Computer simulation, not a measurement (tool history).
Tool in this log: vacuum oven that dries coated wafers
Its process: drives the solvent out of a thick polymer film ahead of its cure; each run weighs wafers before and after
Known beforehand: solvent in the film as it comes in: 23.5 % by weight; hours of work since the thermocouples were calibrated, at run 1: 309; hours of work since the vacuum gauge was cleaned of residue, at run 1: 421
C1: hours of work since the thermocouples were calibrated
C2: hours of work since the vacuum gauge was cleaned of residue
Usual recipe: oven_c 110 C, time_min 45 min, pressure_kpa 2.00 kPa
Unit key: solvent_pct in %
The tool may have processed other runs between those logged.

Run 1, hour 0.0: usual settings; C1 309; C2 421. Result: solvent_pct 5.13 %.
Run 2, hour 17.9: usual settings; C1 319; C2 432. Result: solvent_pct 5.12 %.
Run 3, hour 30.5: usual settings; C1 326; C2 439. Result: solvent_pct 5.08 %.
Run 4, hour 45.0: usual settings but pressure_kpa 1.34 kPa; C1 335; C2 448. Result: solvent_pct 4.26 %.
Run 5, hour 63.4: usual settings; C1 346; C2 458. Result: solvent_pct 5.02 %.
Run 6, hour 82.6: usual settings; C1 357; C2 470. Result: solvent_pct 5.12 %.
Run 7, hour 101.2: usual settings but oven_c 124 C; C1 368; C2 481. Result: solvent_pct 2.58 %.
Run 8, hour 118.2: usual settings but oven_c 124 C; C1 378; C2 491. Result: solvent_pct 2.47 %.
Run 9, hour 136.7: usual settings; C1 389; C2 501. Result: solvent_pct 5.23 %.
Run 10, hour 151.8: usual settings; C1 398; C2 510. Result: solvent_pct 5.06 %.
Run 11, hour 172.6: usual settings but oven_c 123 C; C1 410; C2 523. Result: solvent_pct 2.70 %.
Run 12, hour 189.2: usual settings; C1 420; C2 532. Result: solvent_pct 5.24 %.
Run 13, hour 207.6: usual settings but time_min 40 min; C1 430; C2 543. Result: solvent_pct 5.64 %.
Run 14, hour 225.1: usual settings but time_min 40 min; C1 441; C2 553. Result: solvent_pct 5.59 %.
Run 15, hour 234.0: usual settings but time_min 40 min; C1 446; C2 559. Result: solvent_pct 5.60 %.
Run 16, hour 253.2: usual settings but time_min 40 min; C1 457; C2 570. Result: solvent_pct 5.61 %.
Run 17, hour 268.5: usual settings but time_min 40 min; C1 466; C2 579. Result: solvent_pct 5.67 %.
Run 18, hour 282.0: usual settings but time_min 55 min; C1 474; C2 587. Result: solvent_pct 4.45 %.
Run 19, hour 301.2: usual settings but time_min 55 min, pressure_kpa 6.77 kPa; C1 485; C2 598. Result: solvent_pct 11.40 %.
Run 20, hour 316.7: usual settings but time_min 55 min, pressure_kpa 6.77 kPa; C1 494; C2 607. Result: solvent_pct 11.36 %.
Run 21, hour 338.1: usual settings but time_min 55 min, pressure_kpa 6.77 kPa; C1 507; C2 620. Result: solvent_pct 11.42 %.
Run 22, hour 349.5: usual settings but time_min 55 min, pressure_kpa 6.77 kPa; C1 514; C2 626. Result: solvent_pct 11.32 %.
At hour 352.1: vacuum gauge cleaned of residue and calibrated.
Run 23, hour 373.2: usual settings but time_min 55 min, pressure_kpa 6.77 kPa; C1 527; C2 12. Result: solvent_pct 11.43 %.
Run 24, hour 391.7: usual settings but time_min 55 min, pressure_kpa 6.77 kPa; C1 537; C2 23. Result: solvent_pct 11.52 %.
Run 25, hour 403.9: usual settings but oven_c 111 C, time_min 64 min; C1 545; C2 30. Result: solvent_pct 4.12 %.
Run 26, hour 415.5: usual settings but oven_c 104 C, time_min 73 min, pressure_kpa 7.05 kPa; C1 551; C2 37. Result: solvent_pct 14.19 %.
Run 27, hour 426.1: usual settings but oven_c 114 C, time_min 40 min, pressure_kpa 4.66 kPa; C1 558; C2 43. Result: solvent_pct 8.00 %.
At hour 429.1: vacuum gauge cleaned of residue and calibrated, once more.
Run 28, hour 449.1: usual settings but oven_c 99 C; C1 570; C2 12. Result: solvent_pct 8.24 %.
Run 29, hour 471.2: usual settings but oven_c 111 C, pressure_kpa 2.15 kPa; C1 583; C2 25. Result: solvent_pct 4.82 %.
Run 30, hour 487.6: usual settings but oven_c 111 C, pressure_kpa 2.15 kPa; C1 593; C2 34. Result: solvent_pct 4.72 %.
Run 31, hour 506.7: usual settings but oven_c 106 C, pressure_kpa 3.16 kPa; C1 604; C2 45. Result: solvent_pct 7.58 %.
Run 32, hour 520.3: usual settings but oven_c 107 C, pressure_kpa 3.16 kPa; C1 612; C2 53. Result: solvent_pct 7.22 %.
Run 33, hour 539.8: usual settings but oven_c 107 C, time_min 44 min, pressure_kpa 4.59 kPa; C1 623; C2 65. Result: solvent_pct 9.42 %.
Run 34, hour 554.9: usual settings but oven_c 99 C, time_min 22 min, pressure_kpa 3.38 kPa; C1 632; C2 74. Result: solvent_pct 13.87 %.
Run 35, hour 574.3: usual settings but oven_c 99 C, time_min 22 min, pressure_kpa 3.38 kPa; C1 644; C2 85. Result: solvent_pct 13.76 %.
Run 36, hour 592.3: usual settings but oven_c 113 C, time_min 75 min; C1 654; C2 96. Result: solvent_pct 3.01 %.
Run 37, hour 602.7: usual settings but oven_c 113 C, time_min 69 min; C1 660; C2 102. Result: solvent_pct 3.18 %.
Run 38, hour 612.2: usual settings but oven_c 101 C, time_min 51 min, pressure_kpa 1.02 kPa; C1 666; C2 107. Result: solvent_pct 5.10 %.
Run 39, hour 621.6: usual settings but oven_c 112 C, time_min 35 min, pressure_kpa 2.01 kPa; C1 671; C2 113. Result: solvent_pct 5.30 %.
Run 40, hour 642.1: usual settings but oven_c 112 C, time_min 35 min, pressure_kpa 2.01 kPa; C1 683; C2 125. Result: solvent_pct 5.30 %.
Run 41, hour 659.0: usual settings but oven_c 112 C, time_min 35 min, pressure_kpa 2.01 kPa; C1 693; C2 135. Result: solvent_pct 5.23 %.
Run 42, hour 671.1: usual settings but oven_c 121 C, time_min 28 min, pressure_kpa 1.51 kPa; C1 700; C2 142. Result: solvent_pct 3.70 %.
Run 43, hour 692.5: usual settings but oven_c 121 C, time_min 28 min, pressure_kpa 6.49 kPa; C1 713; C2 155. Result: solvent_pct 8.34 %.
Run 44, hour 704.1: usual settings but oven_c 101 C; C1 720; C2 161. Result: solvent_pct 7.67 %.
Run 45, hour 720.9: usual settings but oven_c 118 C, time_min 28 min, pressure_kpa 3.70 kPa; C1 730; C2 171. Result: solvent_pct 6.57 %.
Run 46, hour 743.1: usual settings but oven_c 118 C, time_min 28 min, pressure_kpa 3.70 kPa; C1 743; C2 184. Result: solvent_pct 6.52 %.
Run 47, hour 755.1: usual settings but time_min 81 min, pressure_kpa 3.04 kPa; C1 750; C2 191. Result: solvent_pct 4.99 %.
Run 48, hour 772.9: usual settings but oven_c 112 C, time_min 81 min, pressure_kpa 1.40 kPa; C1 760; C2 202. Result: solvent_pct 2.35 %.

Measured result minus the same run's result without the hidden state. Both carry the same run-to-run variation, though not necessarily the same gauge scatter:
Hidden state at play: true wafer temperature over the reading, C; true pressure over the reading, kPa; drift of the gauge itself on solvent_pct, %.
run  solvent_pct
  1        -0.04
  2        -0.03
  3        -0.03
  4        -0.01
  5        -0.03
  6        -0.03
  7        +0.05
  8        +0.05
  9        -0.03
 10        -0.03
 11        +0.05
 12        -0.03
 13        -0.06
 14        -0.07
 15        -0.06
 16        -0.06
 17        -0.07
 18        +0.03
 19        -0.24
 20        -0.23
 21        -0.23
 22        -0.23
 23        -0.04
 24        -0.04
 25        +0.30
 26        -0.06
 27        +0.00
 28        -0.55
 29        -0.39
 30        -0.39
 31        -0.52
 32        -0.51
 33        -0.60
 34        -0.55
 35        -0.55
 36        -0.18
 37        -0.21
 38        -0.43
 39        -0.43
 40        -0.44
 41        -0.43
 42        -0.35
 43        -0.55
 44        -0.54
 45        -0.50
 46        -0.49
 47        -0.28
 48        -0.09
